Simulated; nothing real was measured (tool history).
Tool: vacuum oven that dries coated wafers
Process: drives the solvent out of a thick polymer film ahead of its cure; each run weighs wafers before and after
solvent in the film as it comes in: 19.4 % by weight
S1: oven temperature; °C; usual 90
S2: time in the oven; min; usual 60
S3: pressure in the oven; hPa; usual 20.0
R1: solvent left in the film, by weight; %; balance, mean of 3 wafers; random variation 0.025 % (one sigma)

run  hour  S1  S2    S3    R1
  1   0.0  90  60  20.0  3.38
  2   9.2  90  60  20.0  3.32
  3  17.8  90  60  20.0  3.39
  4  27.2  90  60  20.0  3.36
  5  32.6  83  60  20.0  5.28
  6  38.1  83  60  20.0  5.23
  7  44.8  75  60  14.6  7.36
  8  50.1  76  60  29.9  8.01
  9  57.3  90  87  11.8  1.66
 10  63.2  90  87  29.4  2.52
 11  73.0  88  96  48.2  3.61

The same runs without the tool's hidden state, with the same run-to-run variation:
The hidden state here: true wafer temperature over the reading, C; true pressure over the reading, kPa; drift of the gauge itself on solvent_pct, %.
run    R1
  1  3.73
  2  3.67
  3  3.74
  4  3.70
  5  5.71
  6  5.66
  7  7.80
  8  8.48
  9  1.88
 10  2.78
 11  3.93
